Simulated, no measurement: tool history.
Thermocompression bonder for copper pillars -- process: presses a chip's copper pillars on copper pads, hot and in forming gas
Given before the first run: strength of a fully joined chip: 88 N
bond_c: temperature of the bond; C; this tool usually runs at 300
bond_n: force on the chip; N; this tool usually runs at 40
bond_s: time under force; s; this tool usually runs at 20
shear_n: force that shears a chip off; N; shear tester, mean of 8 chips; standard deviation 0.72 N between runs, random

run   hour  bond_c  bond_n  bond_s  shear_n
  1      0     300      40      20     53.6
  2   17.9     300      40      20     54.5
  3   31.7     278      40      20     43.4
  4   47.1     278      40      20     43.5
  5   63.9     300      40      30     59.8
  6   79.5     300      40      30     59.9
  7   91.7     300      26      30     44.2
  8    109     300      26      30     42.5
  9  121.5     300      26      30     43.7
 10  131.1     297      40      20     52.3
 11  144.8     300      40      20     53.1
 12  152.6     300      40      20     51.8
 13    167     300      40      20     51.3
 14  180.9     300      40      20       52
 15    199     308      40      33     62.7
 16  213.2     300      40      11       43
 17  222.7     323      54      58     79.8
 18  236.9     325      40      28     66.9
 19  250.3     325      40      28     64.6
 20    261     300      40      13     45.4
 21  272.3     321      46      20     64.3
 22  285.1     321      46      20       63
 23  295.4     284      52      60     68.8
 24  303.2     304      38      20     50.9
 25  311.7     296      40      33       57
 26  329.9     296      40      33       57
 27    338     322      49      20     67.1
 28  345.6     273      49      31     53.7

How would selected steps in shear_n from run to run divide? Give the signed amount a tool lacking its hidden state would still show from settings, what came in and random variation, and the signed amount left for the hidden state, including any gauge scatter that is not in both of the compared results.
The hidden state here: true temperature of the bond over the reading, C; force that reaches the chip, % of what is set; oxide that the forming gas leaves, % of the face; drift of the gauge itself on shear_n, %.
Run 15 -> 16: bond_c 308 -> 300, bond_s 33 -> 11. shear_n -19.7 N: hidden state +1.1, all else -20.8.
Run 16 -> 17: bond_c 300 -> 323, bond_n 40 -> 54, bond_s 11 -> 58. shear_n +36.8 N: hidden state -1.8, all else +38.6.
Run 20 -> 21: bond_c 300 -> 321, bond_n 40 -> 46, bond_s 13 -> 20. shear_n +18.9 N: hidden state -1.4, all else +20.3.
